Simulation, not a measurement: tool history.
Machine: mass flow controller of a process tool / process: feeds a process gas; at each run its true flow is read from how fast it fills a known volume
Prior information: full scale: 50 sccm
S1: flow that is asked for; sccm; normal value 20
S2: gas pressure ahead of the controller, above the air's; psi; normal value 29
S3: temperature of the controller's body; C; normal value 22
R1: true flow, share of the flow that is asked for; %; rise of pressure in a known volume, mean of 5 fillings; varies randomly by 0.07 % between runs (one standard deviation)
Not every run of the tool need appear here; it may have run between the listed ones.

{"run": 1, "day": 0.0, "S1": 20, "S2": 29, "S3": 22, "R1": 98.77}
{"run": 2, "day": 3.212, "S1": 20, "S2": 29, "S3": 22, "R1": 98.75}
{"run": 3, "day": 7.696, "S1": 20, "S2": 29, "S3": 22, "R1": 98.58}
{"run": 4, "day": 10.279, "S1": 20, "S2": 29, "S3": 22, "R1": 98.71}
{"run": 5, "day": 13.708, "S1": 20, "S2": 29, "S3": 22, "R1": 98.76}
{"run": 6, "day": 17.958, "S1": 20, "S2": 30.6, "S3": 22, "R1": 98.65}
{"run": 7, "day": 21.775, "S1": 20, "S2": 29, "S3": 22, "R1": 98.62}
{"run": 8, "day": 26.717, "S1": 20, "S2": 29, "S3": 22, "R1": 98.65}
{"run": 9, "day": 30.912, "S1": 20, "S2": 29, "S3": 22, "R1": 98.74}
{"run": 10, "day": 33.058, "S1": 20, "S2": 29, "S3": 25, "R1": 98.6}
{"run": 11, "day": 38.067, "S1": 20, "S2": 29, "S3": 25, "R1": 98.56}
{"run": 12, "day": 40.442, "S1": 20, "S2": 29, "S3": 25, "R1": 98.65}
{"run": 13, "day": 44.033, "S1": 20, "S2": 29, "S3": 25, "R1": 98.58}
{"day": 44.279, "done": "controller's zero set anew"}
{"run": 14, "day": 47.979, "S1": 20, "S2": 29, "S3": 25, "R1": 98.28}
{"run": 15, "day": 51.388, "S1": 20, "S2": 40.5, "S3": 25, "R1": 97.92}
{"run": 16, "day": 53.783, "S1": 20, "S2": 40.5, "S3": 25, "R1": 97.77}
{"run": 17, "day": 56.858, "S1": 20, "S2": 28.7, "S3": 22, "R1": 98.39}
{"run": 18, "day": 59.546, "S1": 20, "S2": 28.7, "S3": 22, "R1": 98.37}
{"run": 19, "day": 63.233, "S1": 20, "S2": 29, "S3": 33, "R1": 98.44}
{"day": 66.146, "done": "controller's zero set anew, once more"}
{"run": 20, "day": 66.225, "S1": 20, "S2": 29, "S3": 33, "R1": 99.33}
{"run": 21, "day": 70.725, "S1": 20, "S2": 29, "S3": 33, "R1": 99.34}
{"run": 22, "day": 73.488, "S1": 20, "S2": 29, "S3": 33, "R1": 99.39}
{"run": 23, "day": 76.896, "S1": 20, "S2": 30.6, "S3": 33, "R1": 99.16}
{"run": 24, "day": 79.354, "S1": 20, "S2": 30.6, "S3": 33, "R1": 99.22}
{"run": 25, "day": 83.454, "S1": 10, "S2": 28.7, "S3": 22, "R1": 98.55}
{"run": 26, "day": 86.454, "S1": 20, "S2": 21, "S3": 22, "R1": 99.32}
{"run": 27, "day": 91.175, "S1": 14, "S2": 29, "S3": 24, "R1": 98.75}
{"run": 28, "day": 94.754, "S1": 25, "S2": 23.1, "S3": 22, "R1": 99.6}
{"run": 29, "day": 99.396, "S1": 5, "S2": 29, "S3": 25, "R1": 97.5}
{"run": 30, "day": 103.054, "S1": 5, "S2": 24.1, "S3": 25, "R1": 97.72}
{"run": 31, "day": 106.592, "S1": 5, "S2": 24.1, "S3": 25, "R1": 97.59}
{"run": 32, "day": 111.533, "S1": 6, "S2": 22.6, "S3": 22, "R1": 97.73}
{"run": 33, "day": 114.412, "S1": 7, "S2": 29, "S3": 26, "R1": 97.84}
{"run": 34, "day": 118.346, "S1": 20, "S2": 21.3, "S3": 24, "R1": 99.27}
{"run": 35, "day": 121.546, "S1": 20, "S2": 21.3, "S3": 24, "R1": 99.33}
{"run": 36, "day": 126.071, "S1": 31, "S2": 33.1, "S3": 20, "R1": 99.21}
{"run": 37, "day": 129.533, "S1": 31, "S2": 33.1, "S3": 20, "R1": 99.17}
{"run": 38, "day": 133.388, "S1": 20, "S2": 24.5, "S3": 21, "R1": 99.02}
{"run": 39, "day": 135.538, "S1": 28, "S2": 30.5, "S3": 32, "R1": 99.34}
{"run": 40, "day": 139.054, "S1": 14, "S2": 30.5, "S3": 32, "R1": 98.59}
{"run": 41, "day": 142.583, "S1": 14, "S2": 30.5, "S3": 32, "R1": 98.65}
{"run": 42, "day": 147.242, "S1": 14, "S2": 30.5, "S3": 32, "R1": 98.59}
{"run": 43, "day": 150.1, "S1": 48, "S2": 25.8, "S3": 36, "R1": 100.6}
{"run": 44, "day": 153.133, "S1": 10, "S2": 31.3, "S3": 22, "R1": 97.8}
{"run": 45, "day": 156.129, "S1": 7, "S2": 29, "S3": 28, "R1": 97.18}
{"run": 46, "day": 161.142, "S1": 7, "S2": 29.2, "S3": 28, "R1": 97.2}
{"run": 47, "day": 165.317, "S1": 7, "S2": 29.2, "S3": 28, "R1": 97.2}
{"run": 48, "day": 169.788, "S1": 20, "S2": 29, "S3": 36, "R1": 99.11}

Here are 4 independent what-if runs from the current tool condition. What would each one return?
{"run": "A", "day": 173.221, "S1": 20, "S2": 33.9, "S3": 36, "R1": "?"}
{"run": "B", "day": 173.221, "S1": 9, "S2": 29, "S3": 24, "R1": "?"}
{"run": "C", "day": 173.221, "S1": 7, "S2": 27, "S3": 22, "R1": "?"}
{"run": "D", "day": 173.221, "S1": 38, "S2": 29, "S3": 22, "R1": "?"}

run=A R1=98.78
run=B R1=97.48
run=C R1=96.95
run=D R1=99.71
Had the tool no hidden state, the same runs would have come out as:
run=A R1=98.97
run=B R1=98.62
run=C R1=98.57
run=D R1=99.54

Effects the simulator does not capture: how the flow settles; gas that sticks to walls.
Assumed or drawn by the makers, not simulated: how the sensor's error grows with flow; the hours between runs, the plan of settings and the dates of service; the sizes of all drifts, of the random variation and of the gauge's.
